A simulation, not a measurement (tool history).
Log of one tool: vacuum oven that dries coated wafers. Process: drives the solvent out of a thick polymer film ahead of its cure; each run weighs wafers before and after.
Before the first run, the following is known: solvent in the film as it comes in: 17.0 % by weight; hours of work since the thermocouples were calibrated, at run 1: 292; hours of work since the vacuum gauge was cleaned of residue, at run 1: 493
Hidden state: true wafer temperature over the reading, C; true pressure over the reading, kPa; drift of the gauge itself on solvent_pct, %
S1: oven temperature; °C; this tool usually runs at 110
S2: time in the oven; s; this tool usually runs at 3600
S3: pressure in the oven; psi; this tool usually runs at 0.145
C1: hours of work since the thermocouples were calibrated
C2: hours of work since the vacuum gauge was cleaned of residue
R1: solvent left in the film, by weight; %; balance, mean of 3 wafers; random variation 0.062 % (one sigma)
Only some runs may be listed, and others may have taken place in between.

run 1 hour=0.0 | S1=110 S2=3600 S3=0.145 | C1=292 C2=493 | R1=4.10
run 2 hour=28.3 | S1=110 S2=3600 S3=0.145 | C1=310 C2=512 | R1=4.08
run 3 hour=66.4 | S1=110 S2=3600 S3=0.145 | C1=335 C2=537 | R1=4.10
run 4 hour=90.0 | S1=110 S2=3600 S3=0.318 | C1=350 C2=552 | R1=5.81
run 5 hour=112.5 | S1=110 S2=3600 S3=0.145 | C1=365 C2=566 | R1=4.21
run 6 hour=142.5 | S1=110 S2=3600 S3=0.145 | C1=384 C2=586 | R1=4.26
run 7 hour=185.9 | S1=110 S2=3600 S3=0.145 | C1=413 C2=614 | R1=4.20
run 8 hour=226.8 | S1=110 S2=3600 S3=0.145 | C1=439 C2=641 | R1=4.11
run 9 hour=260.6 | S1=117 S2=3600 S3=0.145 | C1=461 C2=663 | R1=2.72
run 10 hour=303.5 | S1=117 S2=3600 S3=0.145 | C1=489 C2=690 | R1=2.77
run 11 hour=327.8 | S1=110 S2=4560 S3=0.145 | C1=505 C2=706 | R1=3.56
run 12 hour=359.3 | S1=110 S2=4560 S3=0.145 | C1=525 C2=727 | R1=3.34
run 13 hour=395.7 | S1=110 S2=3600 S3=0.193 | C1=549 C2=750 | R1=4.79
run 14 hour=415.9 | S1=98 S2=3600 S3=0.167 | C1=562 C2=763 | R1=8.03
run 15 hour=453.7 | S1=110 S2=4980 S3=0.145 | C1=586 C2=788 | R1=3.27
run 16 hour=492.5 | S1=110 S2=2700 S3=0.145 | C1=611 C2=813 | R1=5.54
run 17 hour=513.1 | S1=100 S2=3600 S3=0.339 | C1=625 C2=826 | R1=9.20
run 18 hour=547.2 | S1=101 S2=2520 S3=0.564 | C1=647 C2=849 | R1=12.39
run 19 hour=570.2 | S1=101 S2=2520 S3=0.564 | C1=662 C2=863 | R1=12.46

Consider 4 possible next runs. They are alternatives, not a sequence: every one starts from the tool as it was left by run 19. What does each give?
run A hour=590.0 | S1=108 S2=2520 S3=0.564 | C1=675 C2=876 | R1=?
run B hour=590.0 | S1=101 S2=2520 S3=0.209 | C1=675 C2=876 | R1=?
run C hour=590.0 | S1=124 S2=5760 S3=0.145 | C1=675 C2=876 | R1=?
run D hour=590.0 | S1=115 S2=2280 S3=0.131 | C1=675 C2=876 | R1=?

run=A R1=9.95
run=B R1=9.16
run=C R1=1.42
run=D R1=5.04
Without the tool's hidden state the same runs would have given:
run=A R1=9.03
run=B R1=8.26
run=C R1=1.00
run=D R1=4.27
